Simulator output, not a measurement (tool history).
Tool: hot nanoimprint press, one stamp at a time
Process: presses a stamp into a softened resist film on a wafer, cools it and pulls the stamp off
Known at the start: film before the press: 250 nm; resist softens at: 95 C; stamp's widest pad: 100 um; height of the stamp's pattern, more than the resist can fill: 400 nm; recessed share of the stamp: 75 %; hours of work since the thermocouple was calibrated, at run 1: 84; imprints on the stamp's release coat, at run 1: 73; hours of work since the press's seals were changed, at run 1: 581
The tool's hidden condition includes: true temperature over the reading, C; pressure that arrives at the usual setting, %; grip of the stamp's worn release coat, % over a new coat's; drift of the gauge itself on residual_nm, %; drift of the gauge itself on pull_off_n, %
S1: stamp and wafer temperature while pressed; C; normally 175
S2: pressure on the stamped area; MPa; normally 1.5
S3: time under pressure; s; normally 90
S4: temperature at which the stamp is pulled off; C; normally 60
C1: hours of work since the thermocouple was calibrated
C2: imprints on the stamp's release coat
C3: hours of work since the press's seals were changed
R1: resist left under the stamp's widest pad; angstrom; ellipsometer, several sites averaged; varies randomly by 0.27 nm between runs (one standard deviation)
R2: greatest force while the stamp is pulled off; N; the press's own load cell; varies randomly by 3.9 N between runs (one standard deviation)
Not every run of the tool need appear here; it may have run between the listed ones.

| run | hour | S1 | S2 | S3 | S4 | C1 | C2 | C3 | R1 | R2 |
|---|---|---|---|---|---|---|---|---|---|---|
| 1 | 0 | 175 | 1.5 | 90 | 60 | 84 | 73 | 581 | 910 | 181 |
| 2 | 43.6 | 175 | 1.5 | 90 | 60 | 117 | 280 | 614 | 913 | 185 |
| 3 | 78.6 | 175 | 1.5 | 90 | 60 | 144 | 445 | 641 | 907 | 186 |
| 4 | 139.4 | 175 | 1.5 | 90 | 53 | 190 | 734 | 687 | 908 | 226 |
| 5 | 177.1 | 175 | 0.91 | 90 | 53 | 219 | 913 | 715 | 1172 | 223 |
| 6 | 227.9 | 175 | 2.03 | 90 | 60 | 257 | 1153 | 754 | 775 | 194 |
|  | 275.2 | plate thermocouple calibrated |
| 7 | 285.4 | 175 | 2.03 | 90 | 60 | 8 | 1411 | 795 | 775 | 187 |
| 8 | 322.4 | 175 | 2.03 | 90 | 60 | 36 | 1586 | 823 | 771 | 191 |
| 9 | 364.6 | 175 | 2.03 | 90 | 60 | 68 | 1786 | 855 | 772 | 186 |
|  | 394.6 | stamp cleaned and given a new release coat |
| 10 | 421.6 | 175 | 1.5 | 90 | 59 | 107 | 128 | 894 | 911 | 193 |
| 11 | 454.5 | 175 | 1.5 | 90 | 62 | 132 | 284 | 919 | 911 | 178 |
| 12 | 524.8 | 175 | 1.5 | 90 | 62 | 185 | 617 | 972 | 914 | 178 |
| 13 | 592.2 | 175 | 1.5 | 90 | 62 | 236 | 936 | 1024 | 909 | 177 |
| 14 | 637.1 | 175 | 1.5 | 90 | 62 | 270 | 1149 | 1058 | 911 | 174 |
|  | 670 | plate thermocouple calibrated |
| 15 | 693.9 | 175 | 1.5 | 90 | 62 | 18 | 1404 | 1098 | 914 | 182 |
| 16 | 756.3 | 172 | 2.03 | 90 | 60 | 66 | 1700 | 1146 | 851 | 199 |
|  | 803.3 | stamp cleaned and given a new release coat |
| 17 | 804.5 | 172 | 2.03 | 90 | 60 | 98 | 5 | 1178 | 848 | 190 |
| 18 | 874.1 | 172 | 2.03 | 90 | 60 | 150 | 335 | 1231 | 852 | 183 |
| 19 | 936.4 | 172 | 2.03 | 90 | 60 | 198 | 630 | 1278 | 850 | 184 |
|  | 969.5 | press's hydraulic seals changed and the load cell set to zero |
| 20 | 994.7 | 175 | 1.5 | 90 | 47 | 236 | 869 | 19 | 911 | 263 |
| 21 | 1032.9 | 175 | 1.88 | 90 | 64 | 265 | 1050 | 48 | 808 | 175 |
| 22 | 1063.3 | 165 | 1.15 | 90 | 64 | 288 | 1194 | 71 | 1391 | 169 |
|  | 1073.3 | plate thermocouple calibrated |
| 23 | 1127.7 | 172 | 1.22 | 57 | 60 | 41 | 1485 | 118 | 1296 | 187 |
| 24 | 1199 | 175 | 1.45 | 90 | 64 | 95 | 1822 | 172 | 925 | 169 |
|  | 1224.4 | stamp cleaned and given a new release coat |
| 25 | 1244.5 | 175 | 1.5 | 104 | 48 | 125 | 96 | 202 | 858 | 256 |
| 26 | 1316.6 | 181 | 1.44 | 104 | 50 | 180 | 437 | 257 | 734 | 242 |
| 27 | 1375.4 | 179 | 1.12 | 67 | 57 | 225 | 716 | 301 | 1052 | 203 |
| 28 | 1435.9 | 179 | 2.35 | 50 | 57 | 271 | 1002 | 347 | 804 | 207 |
|  | 1468 | plate thermocouple calibrated |
| 29 | 1512.7 | 179 | 2.35 | 50 | 57 | 34 | 1352 | 403 | 800 | 204 |

Branching from run 29: 3 alternative next runs. What would each branch give?
| A | 1560.1 | 179 | 1.89 | 139 | 57 | 70 | 1576 | 439 | ? | ? |
| B | 1560.1 | 175 | 2.35 | 151 | 49 | 70 | 1576 | 439 | ? | ? |
| C | 1560.1 | 175 | 1.8 | 105 | 60 | 70 | 1576 | 439 | ? | ? |

| run | R1 | R2 |
|---|---|---|
| A | 600 | 205 |
| B | 579 | 249 |
| C | 778 | 192 |
Take away the tool's hidden state, keep each run's random variation, and the runs would have read:
| run | R1 | R2 |
|---|---|---|
| A | 600 | 203 |
| B | 579 | 246 |
| C | 778 | 189 |
